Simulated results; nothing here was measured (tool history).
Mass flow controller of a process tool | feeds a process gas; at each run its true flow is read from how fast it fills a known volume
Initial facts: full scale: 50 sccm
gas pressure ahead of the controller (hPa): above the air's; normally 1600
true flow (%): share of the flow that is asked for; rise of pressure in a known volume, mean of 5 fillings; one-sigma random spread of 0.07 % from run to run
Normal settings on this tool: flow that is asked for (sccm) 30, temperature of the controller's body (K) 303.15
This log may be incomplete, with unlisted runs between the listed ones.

run	day	flow that is asked for (sccm)	gas pressure ahead of the controller (hPa)	temperature of the controller's body (K)	true flow (%)
1	0.000	30	1600	303.15	99.40
2	13.429	30	1600	303.15	99.68
3	25.979	30	1460	303.15	99.60
4	35.375	30	1460	303.15	99.96
5	51.929	30	1460	303.15	99.95
6	63.838	30	1460	303.15	99.97
7	84.079	30	1460	303.15	100.09
8	101.246	30	1460	303.15	100.33
9	110.867	30	1460	303.15	100.26
10	121.875	30	1460	303.15	100.38
11	136.675	30	1600	303.15	100.54
12	153.992	6	1600	303.15	100.69
13	164.221	6	1600	298.15	101.45
14	178.275	6	1600	298.15	101.53
15	192.962	49	1600	298.15	101.89
16	210.325	49	1600	298.15	101.85
17	228.112	49	1600	298.15	102.05
18	237.267	49	1600	298.15	102.04
19	247.225	30	1600	310.15	100.39
20	263.812	7	1400	299.15	102.39
21	283.971	36	1460	309.15	101.22
22	297.712	43	1460	309.15	101.42
23	312.875	43	1460	309.15	101.40
24	327.950	43	1460	309.15	101.62
25	344.917	14	1600	306.15	101.67
26	360.029	30	1600	303.15	101.97
27	369.412	13	2560	303.15	101.29
28	386.333	12	2050	296.15	102.68
29	404.850	13	2050	311.15	101.38
30	417.283	16	1460	310.15	102.00
31	430.275	32	1600	302.15	102.50
32	443.092	32	1600	302.15	102.66
33	453.325	32	1600	302.15	102.82
34	472.371	32	1600	302.15	102.88
35	482.292	18	1600	302.15	103.04

Pick out some run-to-run changes in true flow (%). Of each, how much would a tool without hidden state show as well, from the settings, what came in and chance, and how much is left for the hidden state and any gauge scatter not in both results compared?
The tool's hidden condition here consists of: flow at rest that the sensor doesn't see, % of full scale; true flow over the shown one, %; drift of the gauge itself on true_pct, %.
Run 11 -> 12: flow that is asked for (sccm) 30 -> 6. true flow (%) +0.15: hidden state +1.13, all else -0.98.
Run 18 -> 19: flow that is asked for (sccm) 49 -> 30, temperature of the controller's body (K) 298.15 -> 310.15. true flow (%) -1.65: hidden state +0.21, all else -1.86.
Run 19 -> 20: flow that is asked for (sccm) 30 -> 7, gas pressure ahead of the controller (hPa) 1600 -> 1400, temperature of the controller's body (K) 310.15 -> 299.15. true flow (%) +2.00: hidden state +1.35, all else +0.65.
Run 20 -> 21: flow that is asked for (sccm) 7 -> 36, gas pressure ahead of the controller (hPa) 1400 -> 1460, temperature of the controller's body (K) 299.15 -> 309.15. true flow (%) -1.17: hidden state -1.15, all else -0.02.
Run 27 -> 28: flow that is asked for (sccm) 13 -> 12, gas pressure ahead of the controller (hPa) 2560 -> 2050, temperature of the controller's body (K) 303.15 -> 296.15. true flow (%) +1.39: hidden state +0.25, all else +1.14.
